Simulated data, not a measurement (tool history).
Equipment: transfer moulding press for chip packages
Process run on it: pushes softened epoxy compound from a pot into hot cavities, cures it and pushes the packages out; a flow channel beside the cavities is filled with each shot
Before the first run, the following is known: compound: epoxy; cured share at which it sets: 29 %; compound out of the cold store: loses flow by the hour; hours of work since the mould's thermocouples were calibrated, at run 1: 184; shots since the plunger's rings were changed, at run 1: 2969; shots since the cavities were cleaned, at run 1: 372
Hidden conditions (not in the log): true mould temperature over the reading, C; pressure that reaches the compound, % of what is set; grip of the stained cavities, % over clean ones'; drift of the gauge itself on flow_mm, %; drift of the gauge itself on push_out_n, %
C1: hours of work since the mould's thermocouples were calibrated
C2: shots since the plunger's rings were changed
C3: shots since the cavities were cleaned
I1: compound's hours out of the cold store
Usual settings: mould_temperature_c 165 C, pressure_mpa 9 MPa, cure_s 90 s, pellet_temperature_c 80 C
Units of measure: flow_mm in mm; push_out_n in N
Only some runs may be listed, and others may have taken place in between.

{"run": 1, "hour": 0.0, "mould_temperature_c": 165, "pressure_mpa": 9, "cure_s": 90, "pellet_temperature_c": 80, "C1": 184, "C2": 2969, "C3": 372, "I1": 15.5, "flow_mm": 716, "push_out_n": 712}
{"run": 2, "hour": 5.1, "mould_temperature_c": 165, "pressure_mpa": 9, "cure_s": 90, "pellet_temperature_c": 80, "C1": 188, "C2": 3036, "C3": 439, "I1": 18.9, "flow_mm": 706, "push_out_n": 747}
{"run": 3, "hour": 10.8, "mould_temperature_c": 165, "pressure_mpa": 9, "cure_s": 90, "pellet_temperature_c": 80, "C1": 192, "C2": 3112, "C3": 515, "I1": 37.1, "flow_mm": 632, "push_out_n": 728}
{"hour": 18.3, "done": "cavities cleaned with cleaning compound and waxed"}
{"run": 4, "hour": 18.3, "mould_temperature_c": 166, "pressure_mpa": 9, "cure_s": 90, "pellet_temperature_c": 80, "C1": 196, "C2": 3192, "C3": 0, "I1": 40.5, "flow_mm": 615, "push_out_n": 727}
{"run": 5, "hour": 27.0, "mould_temperature_c": 166, "pressure_mpa": 9, "cure_s": 90, "pellet_temperature_c": 80, "C1": 202, "C2": 3308, "C3": 116, "I1": 41.2, "flow_mm": 615, "push_out_n": 768}
{"run": 6, "hour": 31.6, "mould_temperature_c": 166, "pressure_mpa": 9, "cure_s": 90, "pellet_temperature_c": 80, "C1": 206, "C2": 3368, "C3": 176, "I1": 10.9, "flow_mm": 718, "push_out_n": 832}
{"run": 7, "hour": 41.6, "mould_temperature_c": 166, "pressure_mpa": 9, "cure_s": 90, "pellet_temperature_c": 80, "C1": 213, "C2": 3502, "C3": 310, "I1": 31.7, "flow_mm": 647, "push_out_n": 783}
{"run": 8, "hour": 46.5, "mould_temperature_c": 166, "pressure_mpa": 9, "cure_s": 90, "pellet_temperature_c": 80, "C1": 217, "C2": 3566, "C3": 374, "I1": 17.1, "flow_mm": 698, "push_out_n": 833}
{"run": 9, "hour": 55.0, "mould_temperature_c": 165, "pressure_mpa": 9, "cure_s": 86, "pellet_temperature_c": 80, "C1": 223, "C2": 3679, "C3": 487, "I1": 13.2, "flow_mm": 714, "push_out_n": 960}
{"run": 10, "hour": 62.8, "mould_temperature_c": 165, "pressure_mpa": 9, "cure_s": 86, "pellet_temperature_c": 80, "C1": 229, "C2": 3783, "C3": 591, "I1": 28.9, "flow_mm": 660, "push_out_n": 907}
{"hour": 65.0, "done": "cavities cleaned with cleaning compound and waxed"}
{"run": 11, "hour": 74.6, "mould_temperature_c": 165, "pressure_mpa": 9, "cure_s": 86, "pellet_temperature_c": 80, "C1": 236, "C2": 3920, "C3": 127, "I1": 47.6, "flow_mm": 590, "push_out_n": 636}
{"hour": 79.0, "done": "cavities cleaned with cleaning compound and waxed, once more"}
{"hour": 83.6, "done": "plunger's sealing rings changed"}
{"run": 12, "hour": 88.4, "mould_temperature_c": 165, "pressure_mpa": 9, "cure_s": 86, "pellet_temperature_c": 80, "C1": 244, "C2": 65, "C3": 92, "I1": 47.7, "flow_mm": 639, "push_out_n": 663}
{"run": 13, "hour": 95.7, "mould_temperature_c": 165, "pressure_mpa": 9, "cure_s": 90, "pellet_temperature_c": 80, "C1": 249, "C2": 161, "C3": 188, "I1": 18.7, "flow_mm": 734, "push_out_n": 638}
{"run": 14, "hour": 105.2, "mould_temperature_c": 165, "pressure_mpa": 9, "cure_s": 90, "pellet_temperature_c": 80, "C1": 256, "C2": 288, "C3": 315, "I1": 20.6, "flow_mm": 728, "push_out_n": 706}
{"run": 15, "hour": 111.6, "mould_temperature_c": 165, "pressure_mpa": 9, "cure_s": 90, "pellet_temperature_c": 80, "C1": 261, "C2": 373, "C3": 400, "I1": 37.9, "flow_mm": 667, "push_out_n": 654}
{"run": 16, "hour": 121.0, "mould_temperature_c": 165, "pressure_mpa": 9, "cure_s": 90, "pellet_temperature_c": 80, "C1": 267, "C2": 497, "C3": 524, "I1": 20.9, "flow_mm": 727, "push_out_n": 720}
{"hour": 128.1, "done": "cavities cleaned with cleaning compound and waxed"}
{"run": 17, "hour": 131.9, "mould_temperature_c": 165, "pressure_mpa": 9.16, "cure_s": 120, "pellet_temperature_c": 80, "C1": 274, "C2": 622, "C3": 50, "I1": 20.8, "flow_mm": 735, "push_out_n": 465}
{"run": 18, "hour": 136.8, "mould_temperature_c": 165, "pressure_mpa": 9, "cure_s": 77, "pellet_temperature_c": 84, "C1": 278, "C2": 687, "C3": 115, "I1": 32.8, "flow_mm": 680, "push_out_n": 853}
{"run": 19, "hour": 142.5, "mould_temperature_c": 173, "pressure_mpa": 9.03, "cure_s": 90, "pellet_temperature_c": 80, "C1": 282, "C2": 763, "C3": 191, "I1": 22, "flow_mm": 702, "push_out_n": 484}
{"run": 20, "hour": 148.2, "mould_temperature_c": 169, "pressure_mpa": 7.7, "cure_s": 104, "pellet_temperature_c": 80, "C1": 286, "C2": 838, "C3": 266, "I1": 12.8, "flow_mm": 689, "push_out_n": 526}
{"run": 21, "hour": 154.5, "mould_temperature_c": 170, "pressure_mpa": 9, "cure_s": 77, "pellet_temperature_c": 89, "C1": 291, "C2": 922, "C3": 350, "I1": 23.4, "flow_mm": 698, "push_out_n": 671}

What will run 22 give?
{"run": 22, "hour": 161.5, "mould_temperature_c": 173, "pressure_mpa": 6.96, "cure_s": 90, "pellet_temperature_c": 78, "C1": 296, "C2": 1016, "C3": 444, "I1": 31.6, "flow_mm": "?", "push_out_n": "?"}

flow_mm: 581 mm
push_out_n: 556 N
Had the tool carried no hidden state, the very same run would have given flow_mm 593 mm, push_out_n 447 N.

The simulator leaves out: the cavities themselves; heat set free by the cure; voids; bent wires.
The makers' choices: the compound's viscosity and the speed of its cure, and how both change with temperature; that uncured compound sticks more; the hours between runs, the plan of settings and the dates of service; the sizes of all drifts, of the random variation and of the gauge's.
